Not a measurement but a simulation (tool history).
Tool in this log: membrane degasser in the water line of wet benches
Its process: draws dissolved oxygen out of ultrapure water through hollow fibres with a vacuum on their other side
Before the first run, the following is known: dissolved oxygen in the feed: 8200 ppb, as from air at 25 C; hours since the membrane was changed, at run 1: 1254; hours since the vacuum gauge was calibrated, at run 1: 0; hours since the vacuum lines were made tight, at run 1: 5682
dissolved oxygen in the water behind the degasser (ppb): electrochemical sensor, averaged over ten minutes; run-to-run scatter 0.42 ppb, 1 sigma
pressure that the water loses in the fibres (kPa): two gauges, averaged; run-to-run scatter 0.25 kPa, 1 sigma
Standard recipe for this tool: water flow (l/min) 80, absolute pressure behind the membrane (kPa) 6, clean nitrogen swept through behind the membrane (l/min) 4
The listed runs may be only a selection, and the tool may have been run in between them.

run,day,water flow (l/min),absolute pressure behind the membrane (kPa),clean nitrogen swept through behind the membrane (l/min),hours since the membrane was changed,hours since the vacuum gauge was calibrated,hours since the vacuum lines were made tight,dissolved oxygen in the water behind the degasser (ppb),pressure that the water loses in the fibres (kPa)
1,0,80,6,4,1254,0,5682,129.7,66.98
2,2.442,80,8.08,4,1313,59,5740,220,67.05
3,4.858,80,8.08,4,1371,117,5798,220,67.64
4,7.483,80,8.08,4,1434,180,5861,219.6,67.11
5,9.517,80,8.08,4,1482,228,5910,219,67.28
6,10.892,70,8.08,4,1515,261,5943,193.7,58.43
# day 11.079: vacuum gauge calibrated
7,13.45,80,6,4,1576,57,6004,131.7,67.04
8,15.292,80,6,4,1620,101,6048,131.5,67.57
9,16.683,80,4.59,4,1654,135,6081,69.2,67.2
10,18.546,99,7.44,2.85,1699,179,6126,311.3,83.12
11,19.996,51,5.91,2.22,1733,214,6161,139.4,42.94
# day 21.762: vacuum gauge calibrated, once more
# day 22.108: seals of the vacuum lines changed
12,22.733,101,6,2.34,1797,21,15,247,84.66
13,25.533,101,6,2.34,1864,88,82,246.2,84.67

Hidden state or all else? Some run-to-run changes of dissolved oxygen in the water behind the degasser (ppb), split into what the settings, what came in and random variation would give without the hidden state, and what is left for the hidden state (with any gauge scatter that isn't in both results):
The tool's hidden condition here consists of: membrane still open, %; true pressure behind the membrane over the reading, kPa; air that leaks in behind the membrane, l/min; drift of the gauge itself on oxygen_ppb, %; drift of the gauge itself on loss_of_pressure_kpa, %.
Run 9 -> 10: water flow (l/min) 80 -> 99, absolute pressure behind the membrane (kPa) 4.59 -> 7.44, clean nitrogen swept through behind the membrane (l/min) 4 -> 2.85. dissolved oxygen in the water behind the degasser (ppb) +242.1: hidden state +2, all else +240.1.
